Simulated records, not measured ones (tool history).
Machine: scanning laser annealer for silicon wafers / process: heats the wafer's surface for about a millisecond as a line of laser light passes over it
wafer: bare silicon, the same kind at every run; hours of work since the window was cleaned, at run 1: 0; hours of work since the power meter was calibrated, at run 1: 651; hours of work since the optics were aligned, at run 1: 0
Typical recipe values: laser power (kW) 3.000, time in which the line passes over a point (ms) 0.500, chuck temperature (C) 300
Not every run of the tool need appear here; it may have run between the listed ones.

run,hour,laser power (kW),time in which the line passes over a point (ms),chuck temperature (C),hours of work since the window was cleaned,hours of work since the power meter was calibrated,hours of work since the optics were aligned,highest temperature of the surface (C)
1,0.0,3.000,0.500,300,0,651,0,1005
2,26.1,3.075,0.500,300,17,668,17,1021
3,70.9,3.000,0.500,279,46,697,46,980
4,109.0,3.000,0.500,300,71,722,71,1009
5,168.8,3.000,0.500,300,111,761,111,1003
6,213.4,3.000,0.500,300,140,791,140,1004
7,262.3,3.000,0.500,300,172,823,172,1003
8,295.2,2.668,0.500,300,193,844,193,931
9,342.4,2.668,0.408,300,224,875,224,863
10,373.0,2.668,0.408,300,244,895,244,859
11,409.0,3.000,0.500,268,268,919,268,968
12,453.3,3.000,0.500,268,297,948,297,970
13,490.6,3.000,0.500,268,321,972,321,968
14,549.9,3.000,0.500,268,360,1011,360,966
15,598.5,3.000,0.574,300,392,1043,392,1053
16,650.9,3.000,0.574,300,426,1077,426,1049
17,686.7,3.000,0.574,300,450,1101,450,1052
18,746.1,3.000,0.574,300,489,1140,489,1052
19,774.8,3.000,0.574,300,507,1158,507,1049
20,808.5,3.000,0.574,300,529,1180,529,1048
21,840.4,3.134,0.397,291,550,1201,550,926
22,898.4,3.134,0.397,291,588,1239,588,924
23,929.3,2.786,0.410,315,609,1260,609,897
24,985.5,2.786,0.410,315,645,1296,645,892
25,1013.4,2.786,0.410,298,664,1315,664,873
# hour 1023.8: optics aligned, line set to its width
26,1068.0,2.750,0.602,300,696,1347,29,1003
# hour 1083.0: window over the wafer cleaned
27,1111.4,3.253,0.459,300,19,1374,56,1013
28,1143.6,3.253,0.459,300,40,1395,77,1013
29,1198.4,3.253,0.459,300,76,1431,113,1015
30,1237.9,3.204,0.410,329,101,1457,139,988
31,1266.3,3.000,0.373,261,120,1476,158,849
32,1304.5,3.274,0.583,304,145,1501,183,1120
33,1350.1,3.000,0.390,285,175,1530,212,889
# hour 1386.7: optics aligned, line set to its width, once more
34,1411.9,2.997,0.390,337,212,1568,16,946
35,1445.0,2.997,0.390,337,234,1589,38,945
36,1496.7,2.997,0.390,337,268,1623,72,945
37,1556.3,2.997,0.441,337,307,1662,111,987
38,1599.4,2.997,0.516,322,335,1690,139,1030
39,1637.8,3.093,0.493,328,360,1716,164,1038
40,1676.3,2.614,0.475,288,385,1741,190,884

Entry by entry between the runs, the difference in hidden state between the last listed run before and the first listed run after:
Run 25 -> run 26: optics aligned, line set to its width (hour 1023.8)
  light that passes the window, % of a clean one's: 98.54 -> 98.47; laser's true power over the reading, %: -0.45 -> -0.46; width of the line over the set one, %: 2.19 -> 3.74
  measured value less the no-hidden-state value, highest temperature of the surface (C): -15 -> -23
Run 26 -> run 27: window over the wafer cleaned (hour 1083.0)
  light that passes the window, % of a clean one's: 98.47 -> 99.74; width of the line over the set one, %: 3.74 -> 3.83
  measured value less the no-hidden-state value, highest temperature of the surface (C): -23 -> -15
Run 33 -> run 34: optics aligned, line set to its width, once more (hour 1386.7)
  light that passes the window, % of a clean one's: 99.4 -> 99.33; width of the line over the set one, %: 4.34 -> 0.48
  measured value less the no-hidden-state value, highest temperature of the surface (C): -16 -> -7

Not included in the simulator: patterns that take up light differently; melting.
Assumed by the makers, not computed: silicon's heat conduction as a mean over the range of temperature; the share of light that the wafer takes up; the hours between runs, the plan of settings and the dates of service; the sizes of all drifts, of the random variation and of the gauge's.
